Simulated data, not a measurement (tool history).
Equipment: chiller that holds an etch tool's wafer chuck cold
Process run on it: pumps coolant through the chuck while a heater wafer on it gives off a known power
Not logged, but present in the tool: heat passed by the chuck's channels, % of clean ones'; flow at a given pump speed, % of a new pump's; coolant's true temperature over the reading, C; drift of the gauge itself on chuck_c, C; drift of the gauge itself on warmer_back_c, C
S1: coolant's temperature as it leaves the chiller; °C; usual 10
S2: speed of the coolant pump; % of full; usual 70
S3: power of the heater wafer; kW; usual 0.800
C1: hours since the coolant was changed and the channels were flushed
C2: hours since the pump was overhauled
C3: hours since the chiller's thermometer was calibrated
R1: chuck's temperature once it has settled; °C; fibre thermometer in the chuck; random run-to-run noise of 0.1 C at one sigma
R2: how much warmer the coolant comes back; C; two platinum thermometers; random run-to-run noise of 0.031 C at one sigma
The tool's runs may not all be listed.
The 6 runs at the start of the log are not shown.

run    hour  S1  S2     S3    C1    C2    C3    R1    R2
  7   778.9  10  92  1.006  2206   695  5649  17.3  2.98
      876.6  -- chiller's thermometer calibrated
  8   931.4  10  92  1.006  2357   847    55  18.2  3.03
  9  1044.1  10  70  0.800  2470   959   167  18.4  3.13
 10  1110.1  10  70  0.800  2536  1025   234  18.4  3.13
 11  1237.1  10  70  0.800  2663  1152   360  18.3  3.14
 12  1342.0  10  70  0.800  2768  1257   465  18.2  3.16
 13  1437.8  16  70  0.800  2864  1353   561  24.5  3.16
 14  1583.9  16  70  0.800  3010  1499   707  24.4  3.19
 15  1671.6  16  70  0.800  3098  1587   795  24.5  3.16
 16  1801.9  16  70  0.800  3228  1717   925  24.6  3.14
 17  1920.9  13  94  0.954  3347  1836  1044  21.0  2.88
 18  2060.0  10  76  0.800  3486  1975  1183  18.1  2.93
 19  2175.3  10  76  0.800  3601  2091  1299  18.2  2.99
 20  2250.3  10  76  0.530  3676  2166  1374  15.5  1.99
 21  2380.9   5  70  1.097  3807  2296  1504  17.3  4.43
 22  2467.8   9  70  0.832  3894  2383  1591  18.3  3.37
 23  2578.9   9  70  0.832  4005  2494  1702  18.3  3.36
 24  2708.1   9  70  0.832  4134  2623  1831  18.2  3.42
 25  2790.6   7  62  0.442  4217  2706  1914  12.2  2.01
 26  2871.0   2  96  0.871  4297  2786  1994   9.5  2.60

Estimate the outcome of run 27 from the log above:
 27  2942.7  14  73  0.521  4369  2858  2066   ?   ?

Run 27 produced R1 19.4 °C, R2 2.06 C.
Without the tool's hidden state the same run would have given R1 18.6 °C, R2 1.89 C.

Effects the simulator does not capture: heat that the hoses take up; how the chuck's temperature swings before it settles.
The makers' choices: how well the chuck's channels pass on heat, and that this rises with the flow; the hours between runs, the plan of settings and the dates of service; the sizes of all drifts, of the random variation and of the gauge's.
